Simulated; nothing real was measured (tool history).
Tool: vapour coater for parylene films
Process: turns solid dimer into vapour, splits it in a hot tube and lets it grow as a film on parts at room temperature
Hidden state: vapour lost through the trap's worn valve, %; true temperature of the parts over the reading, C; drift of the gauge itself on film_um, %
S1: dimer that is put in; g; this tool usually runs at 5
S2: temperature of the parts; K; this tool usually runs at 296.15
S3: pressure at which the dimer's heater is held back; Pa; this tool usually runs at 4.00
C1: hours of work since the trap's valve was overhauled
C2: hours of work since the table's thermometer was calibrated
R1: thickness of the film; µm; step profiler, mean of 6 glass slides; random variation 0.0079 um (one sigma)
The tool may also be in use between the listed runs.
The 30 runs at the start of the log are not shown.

run    hour  S1      S2    S3   C1   C2     R1
 31   850.8   6  300.15  4.24  320   32  0.867
 32   884.0   4  303.15  4.74  341   53  0.538
 33   913.6   2  300.15  7.39  359   71  0.282
 34   934.0   4  295.15  7.74  371   84  0.585
 35   963.2   4  297.15  3.51  390  102  0.617
 36   991.2   3  295.15  2.39  407  119  0.514
 37  1017.7   4  300.15  2.41  423  135  0.611
 38  1035.7   4  300.15  4.11  434  147  0.561
 39  1062.9   5  307.15  5.60  451  163  0.618
 40  1090.2   5  291.15  5.60  468  180  0.821
 41  1123.1   5  302.15  3.60  488  201  0.711
 42  1141.2   3  290.15  6.74  500  212  0.485
 43  1165.7   3  296.15  4.00  515  227  0.452
 44  1188.0   6  296.15  4.00  528  241  0.933
 45  1207.6   6  296.15  3.65  541  253  0.925
 46  1243.1   6  296.15  3.65  563  275  0.920
 47  1265.8   6  291.15  4.67  577  289  0.990
 48  1299.2   9  289.15  2.70  597  309  1.615

Alternative continuations, all from the tool just after run 48; predict every row:
  A  1316.6   7  296.15  3.33  608  320   ?
  B  1316.6   9  289.15  2.04  608  320   ?
  C  1316.6   3  290.15  2.70  608  320   ?

run     R1
  A  1.081
  B  1.662
  C  0.527
With no hidden state in the tool, these same runs would have given:
run     R1
  A  1.155
  B  1.776
  C  0.563
